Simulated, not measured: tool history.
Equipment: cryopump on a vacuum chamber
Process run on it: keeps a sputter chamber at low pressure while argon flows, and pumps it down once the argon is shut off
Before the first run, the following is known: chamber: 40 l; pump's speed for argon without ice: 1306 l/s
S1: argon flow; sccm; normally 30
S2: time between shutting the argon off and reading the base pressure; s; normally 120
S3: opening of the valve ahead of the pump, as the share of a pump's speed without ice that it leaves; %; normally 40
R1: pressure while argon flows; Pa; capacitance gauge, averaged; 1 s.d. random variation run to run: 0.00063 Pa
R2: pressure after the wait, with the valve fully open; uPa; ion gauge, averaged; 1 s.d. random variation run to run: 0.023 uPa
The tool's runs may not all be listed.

run,hour,S1,S2,S3,R1,R2
1,0.0,30,120,40,0.1000,0.97
2,24.9,30,120,40,0.1010,0.93
3,45.7,30,120,40,0.1002,0.99
4,65.2,30,120,40,0.1006,1.01
5,85.3,30,120,40,0.1010,0.97
6,110.0,30,120,56,0.0734,1.01
7,131.9,30,120,56,0.0729,1.02
8,152.0,30,120,40,0.1018,0.96
9,166.1,30,120,40,0.1008,1.01
10,184.6,58,120,40,0.1982,1.00
11,207.8,30,120,40,0.1006,1.02
12,222.3,30,120,40,0.1013,1.00
13,241.9,30,120,40,0.1018,1.03
14,263.0,30,20,40,0.1027,3.88
15,281.7,30,20,40,0.1016,3.88
16,293.0,30,20,40,0.1029,4.01
17,307.6,30,120,40,0.1032,1.05
18,331.7,30,120,53,0.0778,1.03
19,350.5,30,120,53,0.0802,1.06
20,367.3,30,120,53,0.0785,1.06
21,386.9,17,54,53,0.0446,1.75
22,401.9,20,30,17,0.1564,2.71
23,419.9,20,45,52,0.0539,2.08
24,433.6,50,120,19,0.3513,1.06
25,451.5,13,28,19,0.0918,3.04

Expected results for the next run?
26,473.1,15,36,52,?,?

Run 26 gave R1 0.0409 Pa, R2 2.50 uPa.
The same run, on a tool lacking any hidden state, would have yielded R1 0.0373 Pa, R2 2.21 uPa.

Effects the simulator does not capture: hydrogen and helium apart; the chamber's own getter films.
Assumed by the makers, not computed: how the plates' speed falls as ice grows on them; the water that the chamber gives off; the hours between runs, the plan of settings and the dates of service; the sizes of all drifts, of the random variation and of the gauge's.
